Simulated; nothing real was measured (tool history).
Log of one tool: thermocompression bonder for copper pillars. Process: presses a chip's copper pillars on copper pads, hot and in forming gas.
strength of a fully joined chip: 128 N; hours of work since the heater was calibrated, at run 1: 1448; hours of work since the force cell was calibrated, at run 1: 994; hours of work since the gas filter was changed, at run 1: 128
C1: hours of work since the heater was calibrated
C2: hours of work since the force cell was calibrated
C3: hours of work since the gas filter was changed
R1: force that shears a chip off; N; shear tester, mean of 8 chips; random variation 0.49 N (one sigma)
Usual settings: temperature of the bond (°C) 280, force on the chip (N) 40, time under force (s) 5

Run 1, hour 0: usual settings; C1 1448; C2 994; C3 128. Result: R1 80.3 N.
Run 2, hour 65.6: usual settings but temperature of the bond (°C) 263; C1 1490; C2 1036; C3 170. Result: R1 70.9 N.
Run 3, hour 105.8: usual settings but temperature of the bond (°C) 263, time under force (s) 4; C1 1515; C2 1062; C3 196. Result: R1 66.5 N.
Run 4, hour 159: usual settings but temperature of the bond (°C) 296; C1 1550; C2 1096; C3 230. Result: R1 90.5 N.
At hour 183.1: heater calibrated with a thermocouple chip.
Run 5, hour 214.8: usual settings but temperature of the bond (°C) 296, force on the chip (N) 29; C1 20; C2 1131; C3 264. Result: R1 69 N.
Run 6, hour 266.1: usual settings but temperature of the bond (°C) 296, force on the chip (N) 29; C1 53; C2 1164; C3 297. Result: R1 68.1 N.
Run 7, hour 301.2: usual settings; C1 76; C2 1186; C3 320. Result: R1 80.2 N.
Run 8, hour 333.9: usual settings; C1 97; C2 1207; C3 341. Result: R1 80.7 N.
Run 9, hour 391.6: usual settings but temperature of the bond (°C) 267; C1 134; C2 1244; C3 378. Result: R1 74 N.
Run 10, hour 439.5: usual settings but temperature of the bond (°C) 267; C1 165; C2 1275; C3 409. Result: R1 73.2 N.
Run 11, hour 479.9: usual settings but temperature of the bond (°C) 267, force on the chip (N) 57; C1 191; C2 1301; C3 435. Result: R1 97.5 N.
At hour 512.3: forming gas filter changed.
Run 12, hour 545.6: usual settings but temperature of the bond (°C) 267, force on the chip (N) 57; C1 233; C2 1343; C3 21. Result: R1 97.4 N.
Run 13, hour 589.1: usual settings but temperature of the bond (°C) 267, force on the chip (N) 57; C1 261; C2 1371; C3 49. Result: R1 95.1 N.
Run 14, hour 640.5: usual settings but temperature of the bond (°C) 267, force on the chip (N) 57; C1 294; C2 1404; C3 82. Result: R1 95.6 N.
Run 15, hour 693.2: usual settings but temperature of the bond (°C) 267, force on the chip (N) 57; C1 327; C2 1438; C3 116. Result: R1 95.6 N.
Run 16, hour 756.2: usual settings but temperature of the bond (°C) 285, force on the chip (N) 44, time under force (s) 3; C1 368; C2 1478; C3 157. Result: R1 77.5 N.
Run 17, hour 801.2: usual settings but temperature of the bond (°C) 296, force on the chip (N) 44, time under force (s) 10; C1 397; C2 1507; C3 186. Result: R1 110 N.
Run 18, hour 855.9: usual settings but temperature of the bond (°C) 296, force on the chip (N) 25, time under force (s) 4; C1 432; C2 1542; C3 221. Result: R1 54.3 N.
Run 19, hour 903.6: usual settings but temperature of the bond (°C) 296, force on the chip (N) 25, time under force (s) 4; C1 463; C2 1573; C3 251. Result: R1 53.9 N.
Run 20, hour 945.3: usual settings but temperature of the bond (°C) 267, force on the chip (N) 25; C1 489; C2 1600; C3 278. Result: R1 45.9 N.
Run 21, hour 985.3: usual settings but temperature of the bond (°C) 267, force on the chip (N) 25; C1 515; C2 1626; C3 304. Result: R1 45.6 N.
Run 22, hour 1021.6: usual settings but temperature of the bond (°C) 307; C1 538; C2 1649; C3 327. Result: R1 94.7 N.
Run 23, hour 1061.7: usual settings but temperature of the bond (°C) 278, time under force (s) 14; C1 564; C2 1675; C3 353. Result: R1 102.1 N.
Run 24, hour 1109.8: usual settings but temperature of the bond (°C) 285, force on the chip (N) 28; C1 595; C2 1706; C3 384. Result: R1 60.6 N.
Run 25, hour 1140.4: usual settings but time under force (s) 12; C1 615; C2 1725; C3 404. Result: R1 101.4 N.
Run 26, hour 1181.5: usual settings but temperature of the bond (°C) 252; C1 641; C2 1752; C3 430. Result: R1 65.1 N.
At hour 1221.2: forming gas filter changed.
Run 27, hour 1230.7: usual settings but temperature of the bond (°C) 295, force on the chip (N) 25; C1 672; C2 1783; C3 6. Result: R1 58.9 N.
Run 28, hour 1271.4: usual settings but temperature of the bond (°C) 268, force on the chip (N) 45, time under force (s) 14; C1 699; C2 1809; C3 32. Result: R1 104.9 N.
Run 29, hour 1299.9: usual settings but temperature of the bond (°C) 268, force on the chip (N) 49, time under force (s) 13; C1 717; C2 1827; C3 51. Result: R1 107.5 N.

3 ways to go on from here, each from the tool as it stands after run 29. What would each give?
Run A, hour 1327: usual settings but time under force (s) 15; C1 734; C2 1845; C3 68. Result: R1 ?.
Run B, hour 1327: usual settings but temperature of the bond (°C) 289, force on the chip (N) 49, time under force (s) 13; C1 734; C2 1845; C3 68. Result: R1 ?.
Run C, hour 1327: usual settings but temperature of the bond (°C) 278, force on the chip (N) 43, time under force (s) 4; C1 734; C2 1845; C3 68. Result: R1 ?.

run     R1
  A  105.1
  B  116.4
  C   79.3
Without the tool's hidden state the same runs would have given:
run     R1
  A  105.1
  B  116.4
  C   79.3
